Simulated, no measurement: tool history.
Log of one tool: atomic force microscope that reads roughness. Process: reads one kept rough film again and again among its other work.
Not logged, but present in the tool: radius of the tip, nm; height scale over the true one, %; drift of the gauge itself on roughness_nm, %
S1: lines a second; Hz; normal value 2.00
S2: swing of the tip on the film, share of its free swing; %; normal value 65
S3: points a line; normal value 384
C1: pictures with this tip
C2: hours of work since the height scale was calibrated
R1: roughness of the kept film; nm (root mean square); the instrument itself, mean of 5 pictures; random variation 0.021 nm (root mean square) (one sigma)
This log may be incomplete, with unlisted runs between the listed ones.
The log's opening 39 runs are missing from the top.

{"run": 40, "hour": 2425.3, "S1": 0.88, "S2": 75, "S3": 384, "C1": 160, "C2": 568, "R1": 5.182}
{"run": 41, "hour": 2462.7, "S1": 0.88, "S2": 73, "S3": 265, "C1": 224, "C2": 598, "R1": 5.101}
{"run": 42, "hour": 2515.9, "S1": 3.92, "S2": 73, "S3": 376, "C1": 314, "C2": 640, "R1": 4.81}
{"hour": 2550.8, "done": "new tip fitted"}
{"run": 43, "hour": 2586.1, "S1": 2.0, "S2": 65, "S3": 337, "C1": 61, "C2": 695, "R1": 5.071}
{"run": 44, "hour": 2632.4, "S1": 2.0, "S2": 65, "S3": 337, "C1": 140, "C2": 732, "R1": 5.11}
{"run": 45, "hour": 2693.9, "S1": 2.07, "S2": 71, "S3": 1000, "C1": 245, "C2": 781, "R1": 5.056}
{"hour": 2767.1, "done": "new tip fitted"}
{"run": 46, "hour": 2780.2, "S1": 1.42, "S2": 84, "S3": 309, "C1": 22, "C2": 849, "R1": 4.955}
{"run": 47, "hour": 2842.5, "S1": 0.65, "S2": 56, "S3": 586, "C1": 129, "C2": 898, "R1": 5.235}
{"run": 48, "hour": 2924.9, "S1": 0.83, "S2": 56, "S3": 396, "C1": 270, "C2": 963, "R1": 5.234}
{"hour": 2982.1, "done": "new tip fitted"}
{"run": 49, "hour": 2982.1, "S1": 0.83, "S2": 56, "S3": 396, "C1": 0, "C2": 1008, "R1": 5.275}
{"run": 50, "hour": 3037.4, "S1": 0.83, "S2": 56, "S3": 396, "C1": 94, "C2": 1052, "R1": 5.23}
{"run": 51, "hour": 3075.0, "S1": 0.62, "S2": 55, "S3": 647, "C1": 158, "C2": 1082, "R1": 5.19}
{"run": 52, "hour": 3144.4, "S1": 1.19, "S2": 61, "S3": 647, "C1": 277, "C2": 1137, "R1": 5.189}
{"hour": 3195.2, "done": "new tip fitted"}
{"run": 53, "hour": 3206.0, "S1": 1.19, "S2": 61, "S3": 647, "C1": 18, "C2": 1185, "R1": 5.188}

Alternative continuations, all from the tool just after run 53; predict every row:
{"run": "A", "hour": 3274.0, "S1": 1.1, "S2": 61, "S3": 683, "C1": 135, "C2": 1239, "R1": "?"}
{"run": "B", "hour": 3274.0, "S1": 2.0, "S2": 57, "S3": 312, "C1": 135, "C2": 1239, "R1": "?"}
{"run": "C", "hour": 3274.0, "S1": 3.74, "S2": 77, "S3": 347, "C1": 135, "C2": 1239, "R1": "?"}

run=A R1=5.217
run=B R1=5.189
run=C R1=4.729
Take away the tool's hidden state, keep each run's random variation, and the runs would have read:
run=A R1=5.223
run=B R1=5.194
run=C R1=4.734
